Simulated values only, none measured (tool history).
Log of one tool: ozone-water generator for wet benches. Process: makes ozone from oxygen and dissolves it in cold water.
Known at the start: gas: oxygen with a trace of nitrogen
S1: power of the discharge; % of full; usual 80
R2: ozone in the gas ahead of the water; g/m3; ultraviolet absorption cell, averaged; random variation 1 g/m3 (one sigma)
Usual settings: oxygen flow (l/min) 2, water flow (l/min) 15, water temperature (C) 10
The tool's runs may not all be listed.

run 1 day=0 | S1=80 oxygen_flow_(l/min)=2 water_flow_(l/min)=15 water_temperature_(C)=10 | dissolved_ozone_(ppm)=15.7 R2=185.5
run 2 day=1.617 | S1=80 oxygen_flow_(l/min)=2 water_flow_(l/min)=15 water_temperature_(C)=10 | dissolved_ozone_(ppm)=16 R2=182
run 3 day=3.808 | S1=80 oxygen_flow_(l/min)=2 water_flow_(l/min)=15 water_temperature_(C)=7 | dissolved_ozone_(ppm)=16 R2=186.1
run 4 day=5.125 | S1=80 oxygen_flow_(l/min)=2 water_flow_(l/min)=15 water_temperature_(C)=7 | dissolved_ozone_(ppm)=16.1 R2=184.1
run 5 day=7.292 | S1=80 oxygen_flow_(l/min)=2 water_flow_(l/min)=15 water_temperature_(C)=7 | dissolved_ozone_(ppm)=16 R2=182.9
run 6 day=9.512 | S1=80 oxygen_flow_(l/min)=2 water_flow_(l/min)=15 water_temperature_(C)=7 | dissolved_ozone_(ppm)=16.3 R2=184.1
run 7 day=12.6 | S1=80 oxygen_flow_(l/min)=2 water_flow_(l/min)=15 water_temperature_(C)=10 | dissolved_ozone_(ppm)=15.9 R2=181.8
run 8 day=15.554 | S1=69 oxygen_flow_(l/min)=2 water_flow_(l/min)=15 water_temperature_(C)=10 | dissolved_ozone_(ppm)=14.7 R2=168.2
run 9 day=16.862 | S1=83 oxygen_flow_(l/min)=2 water_flow_(l/min)=15 water_temperature_(C)=10 | dissolved_ozone_(ppm)=16.3 R2=186
run 10 day=18.796 | S1=83 oxygen_flow_(l/min)=2 water_flow_(l/min)=15 water_temperature_(C)=10 | dissolved_ozone_(ppm)=16 R2=186.5
run 11 day=20.829 | S1=83 oxygen_flow_(l/min)=2 water_flow_(l/min)=15 water_temperature_(C)=10 | dissolved_ozone_(ppm)=16.2 R2=186.1
run 12 day=23.525 | S1=83 oxygen_flow_(l/min)=2 water_flow_(l/min)=15 water_temperature_(C)=10 | dissolved_ozone_(ppm)=16.1 R2=187.3
run 13 day=25.871 | S1=83 oxygen_flow_(l/min)=2 water_flow_(l/min)=15 water_temperature_(C)=10 | dissolved_ozone_(ppm)=16.3 R2=184.4
run 14 day=28.717 | S1=80 oxygen_flow_(l/min)=2 water_flow_(l/min)=13 water_temperature_(C)=10 | dissolved_ozone_(ppm)=18.2 R2=182
run 15 day=31.033 | S1=80 oxygen_flow_(l/min)=2 water_flow_(l/min)=22 water_temperature_(C)=10 | dissolved_ozone_(ppm)=10.8 R2=182.5
run 16 day=34.088 | S1=80 oxygen_flow_(l/min)=2 water_flow_(l/min)=22 water_temperature_(C)=10 | dissolved_ozone_(ppm)=10.8 R2=181.4
run 17 day=35.433 | S1=80 oxygen_flow_(l/min)=2 water_flow_(l/min)=15 water_temperature_(C)=10 | dissolved_ozone_(ppm)=15.9 R2=179.1
run 18 day=37.967 | S1=80 oxygen_flow_(l/min)=2 water_flow_(l/min)=15 water_temperature_(C)=10 | dissolved_ozone_(ppm)=15.9 R2=181.4
run 19 day=40.183 | S1=80 oxygen_flow_(l/min)=2 water_flow_(l/min)=15 water_temperature_(C)=10 | dissolved_ozone_(ppm)=15.6 R2=182.6
run 20 day=41.704 | S1=80 oxygen_flow_(l/min)=2 water_flow_(l/min)=15 water_temperature_(C)=10 | dissolved_ozone_(ppm)=15.8 R2=180.6
run 21 day=43.4 | S1=80 oxygen_flow_(l/min)=3.35 water_flow_(l/min)=13 water_temperature_(C)=10 | dissolved_ozone_(ppm)=20.9 R2=144.7
run 22 day=46.396 | S1=80 oxygen_flow_(l/min)=1.84 water_flow_(l/min)=22 water_temperature_(C)=7 | dissolved_ozone_(ppm)=10.6 R2=184.9
run 23 day=48.808 | S1=95 oxygen_flow_(l/min)=3.23 water_flow_(l/min)=21 water_temperature_(C)=7 | dissolved_ozone_(ppm)=15.2 R2=164.1
run 24 day=51.525 | S1=95 oxygen_flow_(l/min)=3.23 water_flow_(l/min)=21 water_temperature_(C)=7 | dissolved_ozone_(ppm)=15.4 R2=162.8
run 25 day=54.454 | S1=70 oxygen_flow_(l/min)=2 water_flow_(l/min)=15 water_temperature_(C)=14 | dissolved_ozone_(ppm)=14.3 R2=165.7
run 26 day=56.475 | S1=70 oxygen_flow_(l/min)=2 water_flow_(l/min)=15 water_temperature_(C)=14 | dissolved_ozone_(ppm)=14.2 R2=164.4
run 27 day=57.971 | S1=80 oxygen_flow_(l/min)=1.79 water_flow_(l/min)=15 water_temperature_(C)=16 | dissolved_ozone_(ppm)=14.5 R2=187.5
run 28 day=60.233 | S1=54 oxygen_flow_(l/min)=1.7 water_flow_(l/min)=9 water_temperature_(C)=6 | dissolved_ozone_(ppm)=19.3 R2=152.3
run 29 day=63.092 | S1=54 oxygen_flow_(l/min)=1.7 water_flow_(l/min)=9 water_temperature_(C)=6 | dissolved_ozone_(ppm)=19.5 R2=151.6
run 30 day=66.05 | S1=54 oxygen_flow_(l/min)=1.7 water_flow_(l/min)=9 water_temperature_(C)=6 | dissolved_ozone_(ppm)=19.7 R2=152.3
run 31 day=68.029 | S1=53 oxygen_flow_(l/min)=1.7 water_flow_(l/min)=9 water_temperature_(C)=6 | dissolved_ozone_(ppm)=19.5 R2=149.9
run 32 day=69.712 | S1=53 oxygen_flow_(l/min)=1.7 water_flow_(l/min)=9 water_temperature_(C)=6 | dissolved_ozone_(ppm)=19.2 R2=149.8
-- day=71.912 gauge calibrated
run 33 day=72.712 | S1=53 oxygen_flow_(l/min)=3.31 water_flow_(l/min)=9 water_temperature_(C)=6 | dissolved_ozone_(ppm)=22.3 R2=119.1

Measured less the same run without the tool's hidden state. The same run-to-run variation is in both; the gauge's scatter may not be:
The hidden state here: yield of the discharge, % of new electrodes'; contactor's efficiency, % of a clean one's; true water temperature over the reading, C; drift of the gauge itself on ozone_ppm, %; drift of the gauge itself on gas_g_m3, %.
run=1 R2=+0
run=2 R2=-0.1
run=3 R2=-0.3
run=4 R2=-0.4
run=5 R2=-0.5
run=6 R2=-0.7
run=7 R2=-1
run=8 R2=-1.1
run=9 R2=-1.3
run=10 R2=-1.5
run=11 R2=-1.6
run=12 R2=-1.9
run=13 R2=-2.1
run=14 R2=-2.2
run=15 R2=-2.4
run=16 R2=-2.6
run=17 R2=-2.7
run=18 R2=-2.9
run=19 R2=-3.2
run=20 R2=-3.2
run=21 R2=-2.8
run=22 R2=-3.7
run=23 R2=-3.4
run=24 R2=-3.7
run=25 R2=-3.9
run=26 R2=-4
run=27 R2=-4.7
run=28 R2=-4
run=29 R2=-4.2
run=30 R2=-4.3
run=31 R2=-4.4
run=32 R2=-4.5
run=33 R2=-0.1
dissolved ozone (ppm): within 0.1 of the measured result in every run.

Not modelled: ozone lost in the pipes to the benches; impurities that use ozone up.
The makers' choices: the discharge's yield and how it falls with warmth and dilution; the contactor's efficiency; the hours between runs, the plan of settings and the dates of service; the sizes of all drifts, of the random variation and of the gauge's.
